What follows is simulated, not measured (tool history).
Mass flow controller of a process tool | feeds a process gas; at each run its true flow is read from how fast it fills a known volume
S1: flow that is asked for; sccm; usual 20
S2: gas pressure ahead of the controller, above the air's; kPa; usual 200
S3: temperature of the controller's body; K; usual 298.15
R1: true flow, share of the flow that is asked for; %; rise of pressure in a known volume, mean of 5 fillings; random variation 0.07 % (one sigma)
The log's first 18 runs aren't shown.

Run 19, hour 1948.6: usual settings but S2 264 kPa, S3 297.15 K. Result: R1 98.74 %.
Run 20, hour 2057.9: usual settings but S1 6 sccm, S2 256 kPa, S3 307.15 K. Result: R1 100.02 %.
Run 21, hour 2185.2: usual settings but S1 6 sccm, S2 256 kPa, S3 307.15 K. Result: R1 100.12 %.
Run 22, hour 2291.4: usual settings but S3 307.15 K. Result: R1 100.07 %.
Run 23, hour 2424.5: usual settings but S3 307.15 K. Result: R1 100.06 %.
Run 24, hour 2514.4: usual settings but S3 307.15 K. Result: R1 100.17 %.
Run 25, hour 2611.6: usual settings but S3 307.15 K. Result: R1 100.23 %.
Run 26, hour 2722.0: usual settings but S3 307.15 K. Result: R1 100.03 %.
Run 27, hour 2838.6: usual settings but S3 305.15 K. Result: R1 99.92 %.
Run 28, hour 2978.4: usual settings but S3 305.15 K. Result: R1 99.91 %.
Run 29, hour 3101.3: usual settings but S1 6 sccm, S2 161 kPa, S3 305.15 K. Result: R1 100.63 %.
Run 30, hour 3207.4: usual settings but S2 193 kPa, S3 312.15 K. Result: R1 100.80 %.
Run 31, hour 3315.6: usual settings but S1 30 sccm, S2 180 kPa, S3 308.15 K. Result: R1 100.95 %.

3 ways to go on from here, each from the tool as it stands after run 31. What would each give?
Run A, hour 3402.9: usual settings but S1 30 sccm, S2 205 kPa, S3 308.15 K. Result: R1 ?.
Run B, hour 3402.9: usual settings but S2 245 kPa, S3 310.15 K. Result: R1 ?.
Run C, hour 3402.9: usual settings but S1 26 sccm, S2 145 kPa, S3 297.15 K. Result: R1 ?.

run      R1
  A  100.72
  B  100.62
  C   99.58
Without the tool's hidden state the same runs would have given:
run     R1
  A  99.99
  B  99.68
  C  98.78

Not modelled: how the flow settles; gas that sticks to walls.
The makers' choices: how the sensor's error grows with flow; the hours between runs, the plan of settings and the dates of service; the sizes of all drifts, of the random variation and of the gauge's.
